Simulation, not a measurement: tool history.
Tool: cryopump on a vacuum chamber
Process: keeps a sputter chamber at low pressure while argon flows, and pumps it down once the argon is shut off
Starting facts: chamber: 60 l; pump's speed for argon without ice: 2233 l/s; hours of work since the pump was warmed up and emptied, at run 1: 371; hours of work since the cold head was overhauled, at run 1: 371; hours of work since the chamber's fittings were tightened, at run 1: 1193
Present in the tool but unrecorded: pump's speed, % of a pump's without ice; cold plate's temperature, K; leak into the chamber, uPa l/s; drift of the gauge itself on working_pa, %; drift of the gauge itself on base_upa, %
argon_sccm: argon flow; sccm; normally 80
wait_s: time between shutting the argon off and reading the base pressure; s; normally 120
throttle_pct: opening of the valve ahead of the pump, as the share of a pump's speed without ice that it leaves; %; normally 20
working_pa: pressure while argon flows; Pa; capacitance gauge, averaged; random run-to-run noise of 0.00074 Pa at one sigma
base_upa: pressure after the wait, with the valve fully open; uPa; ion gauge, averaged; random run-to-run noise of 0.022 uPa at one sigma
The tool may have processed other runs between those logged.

run,hour,argon_sccm,wait_s,throttle_pct,hours of work since the pump was warmed up and emptied,hours of work since the cold head was overhauled,hours of work since the chamber's fittings were tightened,working_pa,base_upa
1,0.0,80,120,20,371,371,1193,0.3092,0.86
2,10.0,80,120,20,380,380,1202,0.3083,0.89
3,21.0,80,120,20,389,389,1211,0.3098,0.92
4,36.0,80,120,20,402,402,1225,0.3087,0.88
5,51.0,80,120,20,416,416,1238,0.3100,0.86
6,66.9,98,120,20,430,430,1252,0.3803,0.91
7,86.6,98,120,30,447,447,1269,0.2564,0.86
8,100.6,80,120,20,459,459,1282,0.3100,0.92
9,119.9,80,120,20,477,477,1299,0.3106,0.93
10,137.3,80,120,20,492,492,1314,0.3124,0.91
11,160.0,80,120,20,512,512,1334,0.3114,0.86
12,175.7,80,120,20,526,526,1348,0.3108,0.90
13,190.8,80,120,20,539,539,1361,0.3102,0.89
14,213.5,80,120,20,559,559,1381,0.3100,0.88
15,230.2,80,120,20,574,574,1396,0.3125,0.89
16,251.9,80,120,20,593,593,1415,0.3122,0.93
17,268.2,80,120,20,607,607,1430,0.3133,0.93
18,278.3,80,120,20,616,616,1439,0.3129,0.91
19,296.9,80,120,20,633,633,1455,0.3141,0.92
20,311.9,111,57,34,646,646,1468,0.2626,1.48
21,331.1,75,21,21,663,663,1485,0.2812,3.54
22,341.0,37,268,20,672,672,1494,0.1451,0.63
23,362.5,37,268,20,691,691,1513,0.1450,0.62
24,375.7,54,127,48,702,702,1525,0.0932,0.96
# hour 390.9: pump warmed up, emptied and cooled again
25,391.1,54,127,22,0,712,1534,0.1869,0.84
26,409.3,138,145,20,16,728,1550,0.5233,0.77
27,427.7,79,22,21,32,744,1566,0.2845,3.47
28,437.9,100,22,31,41,753,1575,0.2457,3.35
29,455.0,100,22,31,57,768,1590,0.2451,3.36
30,474.8,100,22,31,74,785,1608,0.2469,3.33
31,494.3,59,40,26,91,803,1625,0.1739,2.04
32,504.7,159,48,20,100,812,1634,0.6083,1.72
33,526.7,65,193,25,120,831,1653,0.1996,0.67
34,546.1,85,120,48,137,848,1670,0.1367,0.88
35,567.7,69,210,52,156,867,1690,0.1034,0.65

3 options for the next run, each taken on its own from the tool as it stands now. Forecast them:
A,578.5,141,275,51,166,877,1699,?,?
B,578.5,35,120,20,166,877,1699,?,?
C,578.5,37,120,20,166,877,1699,?,?

run,working_pa,base_upa
A,0.2138,0.62
B,0.1335,0.93
C,0.1418,0.93
With the hidden condition removed and each run's random variation left untouched, the same runs would have given:
run,working_pa,base_upa
A,0.2084,0.38
B,0.1322,0.70
C,0.1404,0.70
